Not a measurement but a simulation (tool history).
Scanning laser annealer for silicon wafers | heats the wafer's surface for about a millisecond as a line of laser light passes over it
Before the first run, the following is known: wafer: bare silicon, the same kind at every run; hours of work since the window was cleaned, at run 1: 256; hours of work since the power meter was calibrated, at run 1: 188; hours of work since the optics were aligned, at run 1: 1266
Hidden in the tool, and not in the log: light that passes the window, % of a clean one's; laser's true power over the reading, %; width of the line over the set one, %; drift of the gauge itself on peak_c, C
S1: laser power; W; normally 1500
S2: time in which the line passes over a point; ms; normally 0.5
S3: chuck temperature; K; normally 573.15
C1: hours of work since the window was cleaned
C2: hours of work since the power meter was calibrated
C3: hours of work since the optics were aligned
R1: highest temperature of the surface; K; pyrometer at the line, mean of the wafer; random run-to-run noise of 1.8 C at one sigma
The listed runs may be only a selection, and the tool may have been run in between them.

run,hour,S1,S2,S3,C1,C2,C3,R1
1,0,1500,0.5,573.15,256,188,1266,1321.15
2,8.9,1500,0.5,573.15,261,194,1271,1325.15
3,18.2,1500,0.5,568.15,266,199,1276,1320.15
4,26.6,1500,0.5,568.15,271,204,1281,1321.15
5,32.8,1500,0.5,568.15,275,207,1285,1318.15
6,37.6,1500,0.5,573.15,277,210,1288,1323.15
7,42.3,1500,0.5,573.15,280,213,1290,1322.15
8,50.2,1500,0.5,573.15,285,217,1295,1325.15
9,57.9,1500,0.5,573.15,289,222,1299,1322.15
10,63.6,1500,0.5,573.15,292,225,1303,1321.15
11,70.9,1500,0.5,573.15,297,229,1307,1319.15
12,79.8,1358,0.452,609.15,302,234,1312,1253.15
13,88.1,1562,0.353,572.15,306,239,1317,1227.15
14,92.6,1642,0.352,593.15,309,242,1319,1283.15
# hour 98.3: optics aligned, line set to its width
15,102,1544,0.62,587.15,312,244,2,1446.15
16,108.4,1544,0.62,587.15,315,248,6,1445.15
17,115.4,1605,0.62,534.15,319,252,10,1422.15
18,120.5,1605,0.62,534.15,322,255,13,1423.15
19,128.3,1605,0.62,534.15,327,259,17,1428.15
20,133.9,1552,0.559,548.15,330,263,21,1364.15
21,140.6,1552,0.482,548.15,334,267,24,1310.15

5 ways to go on from here, each from the tool as it stands after run 21. What would each give?
A,144.6,1500,0.5,576.15,336,269,27,?
B,144.6,1286,0.505,538.15,336,269,27,?
C,144.6,1500,0.58,573.15,336,269,27,?
D,144.6,1301,0.49,550.15,336,269,27,?
E,144.6,1552,0.461,533.15,336,269,27,?

run,R1
A,1329.15
B,1189.15
C,1382.15
D,1202.15
E,1282.15
Stripped of hidden state, with their random variation kept, the same runs would have yielded:
run,R1
A,1346.15
B,1204.15
C,1401.15
D,1217.15
E,1299.15
